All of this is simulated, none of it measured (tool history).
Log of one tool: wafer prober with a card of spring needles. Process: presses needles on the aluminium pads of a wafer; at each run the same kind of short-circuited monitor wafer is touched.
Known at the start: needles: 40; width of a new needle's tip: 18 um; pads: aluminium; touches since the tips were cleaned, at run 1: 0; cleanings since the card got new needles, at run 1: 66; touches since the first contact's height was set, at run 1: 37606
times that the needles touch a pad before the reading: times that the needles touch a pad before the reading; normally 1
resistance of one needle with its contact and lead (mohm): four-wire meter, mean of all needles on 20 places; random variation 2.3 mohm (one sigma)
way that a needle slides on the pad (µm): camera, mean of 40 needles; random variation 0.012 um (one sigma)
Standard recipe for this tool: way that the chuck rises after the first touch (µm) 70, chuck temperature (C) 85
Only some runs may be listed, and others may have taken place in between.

run,day,way that the chuck rises after the first touch (µm),chuck temperature (C),times that the needles touch a pad before the reading,touches since the tips were cleaned,cleanings since the card got new needles,touches since the first contact's height was set,resistance of one needle with its contact and lead (mohm),way that a needle slides on the pad (µm)
1,0.000,70,85,1,0,66,37606,265,10.85
# day 0.696: tips cleaned on abrasive film
2,0.921,70,85,1,2800,67,48916,266,10.86
# day 1.404: tips cleaned on abrasive film
3,1.617,70,85,2,2626,68,57429,266,10.87
# day 2.092: tips cleaned on abrasive film
# day 2.758: tips cleaned on abrasive film
4,2.879,70,85,2,1529,70,72930,266,10.86
# day 3.492: tips cleaned on abrasive film
5,3.825,70,85,2,4120,71,84530,262,10.87
# day 4.200: tips cleaned on abrasive film
# day 4.900: tips cleaned on abrasive film
6,4.900,77,50,2,0,73,97656,256,11.95
# day 4.988: height of the first contact set anew
7,5.462,70,44,3,6816,73,5856,253,10.88
# day 5.633: tips cleaned on abrasive film
# day 6.292: tips cleaned on abrasive film
8,6.292,80,29,1,0,75,15974,250,12.42
# day 6.983: tips cleaned on abrasive film
9,7.400,77,53,1,5130,76,29587,255,11.93
# day 7.675: tips cleaned on abrasive film
# day 8.396: tips cleaned on abrasive film
10,8.696,70,33,1,3705,78,45472,251,10.85

Each row is a separate what-if for the run after 10, all from the same tool condition, not one after another. Results?
# day 9.104: tips cleaned on abrasive film
# day 9.867: tips cleaned on abrasive film
A,9.942,70,51,1,927,80,60727,?,?
# day 9.104: tips cleaned on abrasive film
# day 9.867: tips cleaned on abrasive film
B,9.942,70,111,1,927,80,60727,?,?
# day 9.104: tips cleaned on abrasive film
# day 9.867: tips cleaned on abrasive film
C,9.942,73,33,1,927,80,60727,?,?
# day 9.104: tips cleaned on abrasive film
# day 9.867: tips cleaned on abrasive film
D,9.942,73,39,2,927,80,60727,?,?

run,resistance of one needle with its contact and lead (mohm),way that a needle slides on the pad (µm)
A,256,10.86
B,277,10.86
C,253,11.31
D,254,11.34
Take away the tool's hidden state, keep each run's random variation, and the runs would have read:
run,resistance of one needle with its contact and lead (mohm),way that a needle slides on the pad (µm)
A,255,10.86
B,276,10.86
C,252,11.31
D,254,11.34

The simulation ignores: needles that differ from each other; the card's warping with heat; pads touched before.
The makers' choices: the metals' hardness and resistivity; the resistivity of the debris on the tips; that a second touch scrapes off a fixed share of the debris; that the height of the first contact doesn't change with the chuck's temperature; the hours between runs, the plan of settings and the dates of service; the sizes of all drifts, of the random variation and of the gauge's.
